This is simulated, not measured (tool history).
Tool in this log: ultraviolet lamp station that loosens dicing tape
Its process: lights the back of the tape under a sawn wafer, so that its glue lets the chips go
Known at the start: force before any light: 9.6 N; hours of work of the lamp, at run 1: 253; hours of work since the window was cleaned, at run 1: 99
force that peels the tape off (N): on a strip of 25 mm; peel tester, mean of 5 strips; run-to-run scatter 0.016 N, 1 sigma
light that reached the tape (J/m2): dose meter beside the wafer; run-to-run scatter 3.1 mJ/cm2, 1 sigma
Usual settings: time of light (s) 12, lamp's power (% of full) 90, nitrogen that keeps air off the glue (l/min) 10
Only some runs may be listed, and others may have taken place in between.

run,day,time of light (s),lamp's power (% of full),nitrogen that keeps air off the glue (l/min),hours of work of the lamp,hours of work since the window was cleaned,force that peels the tape off (N),light that reached the tape (J/m2)
1,0,12,90,10,253,99,0.943,4230
2,0.333,12,82,10,260,105,1.204,3800
3,0.596,12,82,10,265,110,1.205,3820
4,0.867,12,82,10,270,115,1.202,3810
5,1.054,12,82,10,273,118,1.187,3790
6,1.4,12,82,10,279,125,1.225,3790
7,1.812,14,90,10,287,132,0.688,4780
8,2.158,14,90,10,294,139,0.728,4790
9,2.392,14,90,10,298,143,0.738,4770
10,2.608,14,79,10,302,147,1.02,4150
11,2.975,14,79,10,309,154,0.962,4130
12,3.283,14,79,10,314,159,1.01,4140
13,3.504,13,90,10,319,164,0.892,4300
14,3.704,12,90,10,322,167,1.049,3990
15,4.012,12,90,10,328,173,1.051,3960
16,4.304,12,90,10,333,178,1.06,3960
17,4.483,19,90,10,337,182,0.385,6260
18,4.879,19,90,10,344,189,0.377,6290
19,5.271,12,90,3,351,196,2.354,3920
20,5.671,17,90,7,359,204,0.692,5490
21,5.85,17,90,7,362,207,0.7,5510
22,6.258,17,90,7,370,215,0.68,5540
23,6.667,8,90,10,377,222,2.3,2550
24,6.962,12,95,10,383,228,1.064,4030
25,7.162,12,95,10,387,232,1.075,4040
26,7.517,21,90,5,393,238,0.587,6620
27,7.758,12,90,3,398,243,2.557,3770
28,8.112,12,72,15,404,249,1.455,2990
29,8.367,12,72,15,409,254,1.5,3020
30,8.583,12,66,15,413,258,1.69,2720
31,8.779,12,63,4,417,262,3.419,2640
32,9.025,12,63,4,421,266,3.427,2580
33,9.204,12,63,3,424,269,3.888,2620
34,9.621,12,63,3,432,277,3.869,2530
35,10.029,11,71,5,440,285,3.064,2600

What if the next run were any one of these 5? Each begins from the tool's condition after run 35:
A,10.254,20,65,10,444,289,?,?
B,10.254,12,68,6,444,289,?,?
C,10.254,7,90,15,444,289,?,?
D,10.254,12,70,3,444,289,?,?
E,10.254,11,90,5,444,289,?,?

run,force that peels the tape off (N),light that reached the tape (J/m2)
A,0.928,4400
B,2.749,2750
C,2.618,2120
D,3.463,2830
E,2.281,3370
With the hidden condition removed and each run's random variation left untouched, the same runs would have given:
run,force that peels the tape off (N),light that reached the tape (J/m2)
A,0.49,5770
B,1.872,3600
C,1.752,2770
D,2.542,3710
E,1.481,4410
